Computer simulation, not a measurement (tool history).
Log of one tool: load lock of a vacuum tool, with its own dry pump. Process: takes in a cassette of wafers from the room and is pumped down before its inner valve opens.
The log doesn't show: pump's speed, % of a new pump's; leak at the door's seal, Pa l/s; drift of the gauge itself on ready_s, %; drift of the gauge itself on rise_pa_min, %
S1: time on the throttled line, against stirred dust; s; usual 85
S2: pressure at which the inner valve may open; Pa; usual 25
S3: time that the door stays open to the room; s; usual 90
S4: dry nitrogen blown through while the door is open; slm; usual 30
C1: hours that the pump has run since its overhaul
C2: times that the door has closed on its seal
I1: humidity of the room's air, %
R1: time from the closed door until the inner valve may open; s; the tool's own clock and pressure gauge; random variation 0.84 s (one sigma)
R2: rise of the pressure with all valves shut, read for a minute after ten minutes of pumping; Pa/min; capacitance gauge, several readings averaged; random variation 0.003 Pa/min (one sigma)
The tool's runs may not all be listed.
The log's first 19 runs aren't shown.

Run 20, hour 1167.8: usual settings but S3 48 s; C1 11393; C2 4481; I1 40.2. Result: R1 141.2 s, R2 0.027 Pa/min.
Run 21, hour 1224.3: usual settings but S2 28 Pa, S4 7 slm; C1 11450; C2 4555; I1 47. Result: R1 139.2 s, R2 0.071 Pa/min.
Run 22, hour 1301.1: usual settings but S2 28 Pa, S3 55 s, S4 7 slm; C1 11527; C2 4657; I1 49.3. Result: R1 139.6 s, R2 0.061 Pa/min.
Run 23, hour 1359.1: usual settings but S1 43 s, S2 24 Pa, S3 149 s, S4 10 slm; C1 11585; C2 4734; I1 46.4. Result: R1 107.7 s, R2 0.08 Pa/min.
Run 24, hour 1397.8: usual settings but S1 163 s, S2 29 Pa, S3 38 s, S4 5 slm; C1 11623; C2 4785; I1 46.4. Result: R1 198.6 s, R2 0.047 Pa/min.
Run 25, hour 1484.4: usual settings but S1 163 s, S2 19 Pa, S3 146 s, S4 5 slm; C1 11710; C2 4899; I1 47.4. Result: R1 203.4 s, R2 0.095 Pa/min.
Run 26, hour 1561.9: usual settings but S2 24 Pa; C1 11787; C2 5002; I1 47.3. Result: R1 141.3 s, R2 0.045 Pa/min.
Run 27, hour 1640.4: usual settings but S2 24 Pa, S4 8 slm; C1 11866; C2 5106; I1 42.9. Result: R1 142.1 s, R2 0.066 Pa/min.
Run 28, hour 1703.4: usual settings but S2 48 Pa, S3 61 s, S4 8 slm; C1 11929; C2 5189; I1 46.9. Result: R1 133.4 s, R2 0.061 Pa/min.
Run 29, hour 1762.7: usual settings but S2 23 Pa, S3 54 s; C1 11988; C2 5267; I1 44.6. Result: R1 141.3 s, R2 0.039 Pa/min.
Run 30, hour 1824.4: usual settings but S4 6 slm; C1 12050; C2 5349; I1 40.4. Result: R1 141.4 s, R2 0.07 Pa/min.
Run 31, hour 1903: usual settings but S3 54 s; C1 12129; C2 5453; I1 41.8. Result: R1 142.3 s, R2 0.031 Pa/min.
Run 32, hour 1977.9: usual settings but S1 68 s, S3 54 s; C1 12203; C2 5552; I1 45.2. Result: R1 129.8 s, R2 0.041 Pa/min.
Run 33, hour 2064.4: usual settings but S1 130 s, S2 37 Pa, S4 8 slm; C1 12290; C2 5666; I1 45. Result: R1 171.9 s, R2 0.069 Pa/min.
Run 34, hour 2104.8: usual settings but S1 130 s, S2 49 Pa, S4 8 slm; C1 12330; C2 5720; I1 45.9. Result: R1 167.6 s, R2 0.069 Pa/min.
Run 35, hour 2181.4: usual settings but S1 65 s, S2 36 Pa, S3 211 s, S4 8 slm; C1 12407; C2 5821; I1 43.2. Result: R1 123.2 s, R2 0.098 Pa/min.
Run 36, hour 2258.3: usual settings but S1 102 s, S2 39 Pa; C1 12484; C2 5923; I1 45.6. Result: R1 147.6 s, R2 0.048 Pa/min.

Forecast each of these 4 alternatives for the next run:
Run A, hour 2322.5: usual settings but S1 67 s, S2 39 Pa, S4 6 slm; C1 12548; C2 6008; I1 42.1. Result: R1 ?, R2 ?.
Run B, hour 2322.5: usual settings but S3 26 s, S4 19 slm; C1 12548; C2 6008; I1 43.8. Result: R1 ?, R2 ?.
Run C, hour 2322.5: usual settings but S2 24 Pa, S3 50 s; C1 12548; C2 6008; I1 45. Result: R1 ?, R2 ?.
Run D, hour 2322.5: usual settings but S3 89 s; C1 12548; C2 6008; I1 47.1. Result: R1 ?, R2 ?.

run     R1     R2
  A  122.4   0.07
  B    141  0.038
  C    142  0.039
  D  141.6  0.048
Without the tool's hidden state the same runs would have given:
run     R1     R2
  A  112.7  0.061
  B  131.1  0.029
  C  131.9   0.03
  D  131.6  0.038

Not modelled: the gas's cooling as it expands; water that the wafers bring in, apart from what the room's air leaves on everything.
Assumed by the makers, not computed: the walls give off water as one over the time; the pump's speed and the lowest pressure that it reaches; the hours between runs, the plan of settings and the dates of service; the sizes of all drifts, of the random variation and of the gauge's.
